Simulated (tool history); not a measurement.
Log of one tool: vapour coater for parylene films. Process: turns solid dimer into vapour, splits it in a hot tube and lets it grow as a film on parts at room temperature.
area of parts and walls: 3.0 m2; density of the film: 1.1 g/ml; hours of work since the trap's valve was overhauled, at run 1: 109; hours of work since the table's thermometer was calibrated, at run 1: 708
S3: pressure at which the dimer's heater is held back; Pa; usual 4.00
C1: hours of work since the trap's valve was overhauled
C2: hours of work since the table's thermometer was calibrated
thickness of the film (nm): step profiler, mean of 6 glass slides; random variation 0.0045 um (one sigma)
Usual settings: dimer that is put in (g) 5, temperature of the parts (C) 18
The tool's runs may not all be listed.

run 1 hour=0.0 | dimer_that_is_put_in_(g)=5 temperature_of_the_parts_(C)=18 S3=4.00 | C1=109 C2=708 | thickness_of_the_film_(nm)=704
run 2 hour=41.5 | dimer_that_is_put_in_(g)=5 temperature_of_the_parts_(C)=18 S3=4.00 | C1=143 C2=742 | thickness_of_the_film_(nm)=697
run 3 hour=102.2 | dimer_that_is_put_in_(g)=5 temperature_of_the_parts_(C)=18 S3=4.00 | C1=193 C2=791 | thickness_of_the_film_(nm)=694
-- hour=115.4 table's thermometer calibrated
run 4 hour=136.9 | dimer_that_is_put_in_(g)=5 temperature_of_the_parts_(C)=18 S3=4.00 | C1=220 C2=18 | thickness_of_the_film_(nm)=706
run 5 hour=185.4 | dimer_that_is_put_in_(g)=5 temperature_of_the_parts_(C)=18 S3=4.00 | C1=260 C2=57 | thickness_of_the_film_(nm)=694
run 6 hour=242.7 | dimer_that_is_put_in_(g)=5 temperature_of_the_parts_(C)=18 S3=4.00 | C1=306 C2=104 | thickness_of_the_film_(nm)=686
run 7 hour=305.4 | dimer_that_is_put_in_(g)=5 temperature_of_the_parts_(C)=18 S3=4.00 | C1=358 C2=155 | thickness_of_the_film_(nm)=680
run 8 hour=357.8 | dimer_that_is_put_in_(g)=5 temperature_of_the_parts_(C)=18 S3=2.61 | C1=400 C2=198 | thickness_of_the_film_(nm)=723
-- hour=403.4 trap's valve overhauled
run 9 hour=403.4 | dimer_that_is_put_in_(g)=5 temperature_of_the_parts_(C)=18 S3=9.04 | C1=0 C2=232 | thickness_of_the_film_(nm)=622
run 10 hour=447.3 | dimer_that_is_put_in_(g)=5 temperature_of_the_parts_(C)=18 S3=8.97 | C1=36 C2=268 | thickness_of_the_film_(nm)=618
run 11 hour=511.6 | dimer_that_is_put_in_(g)=5 temperature_of_the_parts_(C)=18 S3=8.97 | C1=88 C2=320 | thickness_of_the_film_(nm)=619
run 12 hour=547.0 | dimer_that_is_put_in_(g)=6 temperature_of_the_parts_(C)=21 S3=5.14 | C1=117 C2=349 | thickness_of_the_film_(nm)=715
run 13 hour=600.4 | dimer_that_is_put_in_(g)=3 temperature_of_the_parts_(C)=25 S3=8.53 | C1=161 C2=393 | thickness_of_the_film_(nm)=281
run 14 hour=633.1 | dimer_that_is_put_in_(g)=3 temperature_of_the_parts_(C)=25 S3=8.53 | C1=188 C2=419 | thickness_of_the_film_(nm)=280
run 15 hour=690.6 | dimer_that_is_put_in_(g)=3 temperature_of_the_parts_(C)=12 S3=3.17 | C1=234 C2=466 | thickness_of_the_film_(nm)=545

Run 16 comes next. What will it give?
run 16 hour=750.9 | dimer_that_is_put_in_(g)=5 temperature_of_the_parts_(C)=26 S3=3.17 | C1=284 C2=516 | thickness_of_the_film_(nm)=?

thickness of the film (nm): 514
Without the tool's hidden state the same run would have given thickness of the film (nm) 554.
